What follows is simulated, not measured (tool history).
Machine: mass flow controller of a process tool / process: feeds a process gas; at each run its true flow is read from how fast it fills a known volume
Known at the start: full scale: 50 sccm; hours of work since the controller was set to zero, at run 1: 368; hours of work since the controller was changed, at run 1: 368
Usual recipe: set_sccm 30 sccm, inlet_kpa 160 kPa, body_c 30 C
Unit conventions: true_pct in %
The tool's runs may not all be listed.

run,hour,set_sccm,inlet_kpa,body_c,hours of work since the controller was set to zero,hours of work since the controller was changed,true_pct
1,0.0,30,160,30,368,368,99.87
2,379.3,30,160,30,585,585,99.91
3,869.8,30,160,30,865,865,100.16
4,1228.3,30,150,30,1070,1070,100.37
5,1618.6,23,160,30,1293,1293,100.12
6,1856.0,30,160,30,1429,1429,100.59
7,2315.4,30,160,30,1692,1692,100.71
8,2764.9,30,160,30,1949,1949,100.99
9,3149.0,30,160,30,2169,2169,101.11
10,3349.7,30,160,30,2283,2283,101.19
# hour 3372.8: controller's zero set anew
11,3625.7,30,160,30,145,2441,101.02
12,3998.0,30,160,29,358,2654,101.24
# hour 4290.4: controller's zero set anew, once more
13,4443.6,20,211,40,88,2909,102.04
14,4836.9,8,160,35,313,3133,101.55
15,5181.7,24,160,22,510,3331,101.67
16,5549.6,24,160,22,720,3541,101.85

Predict the results of run 17:
17,5792.7,20,156,37,859,3680,?

true_pct: 102.75 %
Minus the tool's unlogged condition, the same run would have read true_pct 99.84 %.
